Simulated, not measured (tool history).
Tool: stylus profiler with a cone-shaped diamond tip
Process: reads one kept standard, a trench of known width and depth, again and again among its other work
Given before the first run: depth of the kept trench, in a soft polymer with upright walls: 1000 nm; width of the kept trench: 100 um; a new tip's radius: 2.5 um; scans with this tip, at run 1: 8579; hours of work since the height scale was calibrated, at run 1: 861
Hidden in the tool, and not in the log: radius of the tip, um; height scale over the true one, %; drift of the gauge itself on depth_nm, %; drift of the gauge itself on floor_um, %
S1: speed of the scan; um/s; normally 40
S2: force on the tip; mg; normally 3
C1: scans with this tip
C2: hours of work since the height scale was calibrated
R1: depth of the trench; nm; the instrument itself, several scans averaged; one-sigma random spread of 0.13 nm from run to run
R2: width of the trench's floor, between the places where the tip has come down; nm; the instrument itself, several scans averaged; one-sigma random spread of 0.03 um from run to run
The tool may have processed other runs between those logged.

Run 1, day 0: usual settings; C1 8579; C2 861. Result: R1 1012.1 nm, R2 95910 nm.
Run 2, day 1.875: usual settings; C1 8832; C2 887. Result: R1 1012.15 nm, R2 95860 nm.
Run 3, day 4.517: usual settings; C1 9188; C2 922. Result: R1 1012.12 nm, R2 95830 nm.
Run 4, day 6.471: usual settings; C1 9452; C2 949. Result: R1 1012.33 nm, R2 95850 nm.
Run 5, day 7.879: usual settings but S1 91 um/s; C1 9641; C2 968. Result: R1 1012.22 nm, R2 95720 nm.
Run 6, day 9.542: usual settings but S1 91 um/s; C1 9865; C2 990. Result: R1 1012.17 nm, R2 95740 nm.
Run 7, day 11.771: usual settings but S1 91 um/s; C1 10166; C2 1020. Result: R1 1012.4 nm, R2 95730 nm.
Run 8, day 13.496: usual settings but S1 91 um/s; C1 10398; C2 1044. Result: R1 1012.08 nm, R2 95700 nm.
Run 9, day 16.183: usual settings but S1 91 um/s, S2 1.4 mg; C1 10761; C2 1080. Result: R1 1007.36 nm, R2 95560 nm.
Run 10, day 18.808: usual settings but S1 91 um/s, S2 1.4 mg; C1 11115; C2 1116. Result: R1 1007.32 nm, R2 95610 nm.
Run 11, day 20.938: usual settings but S1 91 um/s, S2 3.39 mg; C1 11402; C2 1145. Result: R1 1013.21 nm, R2 95750 nm.
Run 12, day 23.088: usual settings but S1 91 um/s, S2 3.39 mg; C1 11692; C2 1174. Result: R1 1013.35 nm, R2 95790 nm.
Run 13, day 25.383: usual settings but S1 91 um/s, S2 3.39 mg; C1 12001; C2 1205. Result: R1 1013.36 nm, R2 95680 nm.
Run 14, day 28.046: usual settings but S1 91 um/s, S2 3.39 mg; C1 12360; C2 1241. Result: R1 1013.11 nm, R2 95730 nm.
Run 15, day 29.483: usual settings; C1 12554; C2 1260. Result: R1 1012.2 nm, R2 95860 nm.
Run 16, day 30.588: usual settings but S2 2 mg; C1 12703; C2 1275. Result: R1 1009.43 nm, R2 95840 nm.
Run 17, day 32.412: usual settings but S1 47 um/s, S2 2 mg; C1 12949; C2 1300. Result: R1 1009.43 nm, R2 95870 nm.
Run 18, day 34.104: usual settings but S1 12 um/s, S2 2 mg; C1 13177; C2 1323. Result: R1 1009.24 nm, R2 95980 nm.
Run 19, day 36.604: usual settings but S1 12 um/s, S2 2 mg; C1 13515; C2 1357. Result: R1 1009.32 nm, R2 96010 nm.
Run 20, day 38.721: usual settings but S1 12 um/s, S2 2 mg; C1 13800; C2 1385. Result: R1 1009.48 nm, R2 95890 nm.
Run 21, day 41.3: usual settings but S1 12 um/s, S2 2 mg; C1 14148; C2 1420. Result: R1 1009.17 nm, R2 95960 nm.
Run 22, day 43.775: usual settings but S1 12 um/s, S2 2 mg; C1 14481; C2 1454. Result: R1 1009.28 nm, R2 95950 nm.
Run 23, day 46.371: usual settings but S1 12 um/s, S2 2 mg; C1 14831; C2 1489. Result: R1 1009.24 nm, R2 95940 nm.
Run 24, day 48.983: usual settings but S1 12 um/s, S2 2 mg; C1 15183; C2 1524. Result: R1 1009.38 nm, R2 95930 nm.
Run 25, day 50.225: usual settings but S1 26 um/s, S2 2.52 mg; C1 15351; C2 1541. Result: R1 1010.92 nm, R2 95940 nm.
Run 26, day 51.617: usual settings but S1 26 um/s, S2 2.52 mg; C1 15539; C2 1560. Result: R1 1011.08 nm, R2 95950 nm.
Run 27, day 54.071: usual settings but S1 26 um/s, S2 2.52 mg; C1 15869; C2 1593. Result: R1 1010.82 nm, R2 95890 nm.
Run 28, day 55.867: usual settings but S1 78 um/s; C1 16111; C2 1617. Result: R1 1012.27 nm, R2 95770 nm.
Run 29, day 58.021: usual settings but S1 22 um/s, S2 1.86 mg; C1 16402; C2 1646. Result: R1 1008.72 nm, R2 95920 nm.
Run 30, day 59.404: usual settings but S1 42 um/s, S2 5.5 mg; C1 16589; C2 1665. Result: R1 1018.33 nm, R2 95920 nm.
Run 31, day 61.321: usual settings but S1 41 um/s, S2 1.22 mg; C1 16847; C2 1691. Result: R1 1006.7 nm, R2 95750 nm.
Run 32, day 62.925: usual settings but S1 14 um/s, S2 2.49 mg; C1 17064; C2 1713. Result: R1 1011.03 nm, R2 95950 nm.
At day 63.725: height scale calibrated on a step standard.
Run 33, day 65.2: usual settings but S1 57 um/s; C1 17367; C2 20. Result: R1 1012.11 nm, R2 95850 nm.
Run 34, day 66.317: usual settings but S1 143 um/s, S2 1.39 mg; C1 17518; C2 35. Result: R1 1007.34 nm, R2 95370 nm.
Run 35, day 68.529: usual settings but S1 36 um/s, S2 7.95 mg; C1 17816; C2 65. Result: R1 1023.29 nm, R2 95910 nm.
Run 36, day 70.375: usual settings but S1 94 um/s, S2 2.23 mg; C1 18065; C2 90. Result: R1 1010.03 nm, R2 95690 nm.
Run 37, day 72.95: usual settings but S1 94 um/s, S2 2.23 mg; C1 18412; C2 125. Result: R1 1010.04 nm, R2 95710 nm.
Run 38, day 75.383: usual settings but S1 22 um/s, S2 1.39 mg; C1 18740; C2 158. Result: R1 1007.36 nm, R2 95820 nm.
Run 39, day 76.583: usual settings but S1 22 um/s, S2 1.39 mg; C1 18902; C2 174. Result: R1 1007.28 nm, R2 95820 nm.
Run 40, day 78.05: usual settings but S1 24 um/s, S2 1.14 mg; C1 19100; C2 194. Result: R1 1006.39 nm, R2 95850 nm.
Run 41, day 80.425: usual settings but S1 24 um/s, S2 1.14 mg; C1 19420; C2 226. Result: R1 1006.36 nm, R2 95900 nm.
Run 42, day 82.821: usual settings but S1 69 um/s; C1 19743; C2 258. Result: R1 1012.21 nm, R2 95810 nm.
Run 43, day 85.262: usual settings but S1 71 um/s, S2 1.36 mg; C1 20072; C2 292. Result: R1 1007.06 nm, R2 95690 nm.
Run 44, day 86.671: usual settings but S1 45 um/s, S2 7.85 mg; C1 20262; C2 311. Result: R1 1023.28 nm, R2 95930 nm.
Run 45, day 88.721: usual settings but S2 1.22 mg; C1 20539; C2 338. Result: R1 1006.67 nm, R2 95810 nm.

Below are 3 alternative next runs, each starting from the tool's condition after run 45. Predict each:
Run A, day 91.071: usual settings but S1 129 um/s, S2 1.24 mg; C1 20856; C2 370. Result: R1 ?, R2 ?.
Run B, day 91.071: usual settings but S2 2.92 mg; C1 20856; C2 370. Result: R1 ?, R2 ?.
Run C, day 91.071: usual settings but S1 88 um/s, S2 2.99 mg; C1 20856; C2 370. Result: R1 ?, R2 ?.

run       R1     R2
  A  1006.89  95370
  B  1011.88  95840
  C  1012.08  95750
Had the tool no hidden state, the same runs would have come out as:
run       R1     R2
  A  1006.89  95390
  B  1011.88  95850
  C  1012.08  95760
